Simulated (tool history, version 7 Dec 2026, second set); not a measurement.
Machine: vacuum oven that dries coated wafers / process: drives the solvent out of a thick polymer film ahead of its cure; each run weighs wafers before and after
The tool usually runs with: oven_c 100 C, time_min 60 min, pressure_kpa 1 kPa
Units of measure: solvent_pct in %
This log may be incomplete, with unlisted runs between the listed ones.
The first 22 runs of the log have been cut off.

run 23 hour=292.9 | oven_c=111 time_min=34 pressure_kpa=3.93 | solvent_pct=3.43
run 24 hour=302.2 | oven_c=93 time_min=31 pressure_kpa=3.93 | solvent_pct=11.41
run 25 hour=316.6 | oven_c=112 time_min=46 pressure_kpa=3.93 | solvent_pct=2.41
run 26 hour=331.4 | oven_c=110 time_min=60 pressure_kpa=2.49 | solvent_pct=1.61
run 27 hour=340.4 | oven_c=100 time_min=60 pressure_kpa=2.81 | solvent_pct=4.1
run 28 hour=356.9 | oven_c=114 time_min=39 pressure_kpa=2.84 | solvent_pct=2.06
run 29 hour=368.1 | oven_c=114 time_min=39 pressure_kpa=2.84 | solvent_pct=1.9
run 30 hour=381.9 | oven_c=106 time_min=60 pressure_kpa=1.41 | solvent_pct=1.68
run 31 hour=395.6 | oven_c=106 time_min=60 pressure_kpa=1.41 | solvent_pct=1.62
run 32 hour=415 | oven_c=106 time_min=60 pressure_kpa=1.41 | solvent_pct=1.76
run 33 hour=431.2 | oven_c=93 time_min=80 pressure_kpa=1.07 | solvent_pct=4.34
run 34 hour=441.8 | oven_c=90 time_min=80 pressure_kpa=1.4 | solvent_pct=5.76
run 35 hour=456.7 | oven_c=94 time_min=80 pressure_kpa=1.17 | solvent_pct=3.88

Predict each of these 3 candidate next runs independently; none follows another, all start after run 35:
run A hour=470.9 | oven_c=94 time_min=71 pressure_kpa=1.17 | solvent_pct=?
run B hour=470.9 | oven_c=100 time_min=83 pressure_kpa=1 | solvent_pct=?
run C hour=470.9 | oven_c=100 time_min=60 pressure_kpa=0.97 | solvent_pct=?

run=A solvent_pct=4.56
run=B solvent_pct=1.73
run=C solvent_pct=2.99
The same runs, with their run-to-run variation unchanged, on a tool lacking any hidden condition would have given:
run=A solvent_pct=4.2
run=B solvent_pct=1.53
run=C solvent_pct=2.7
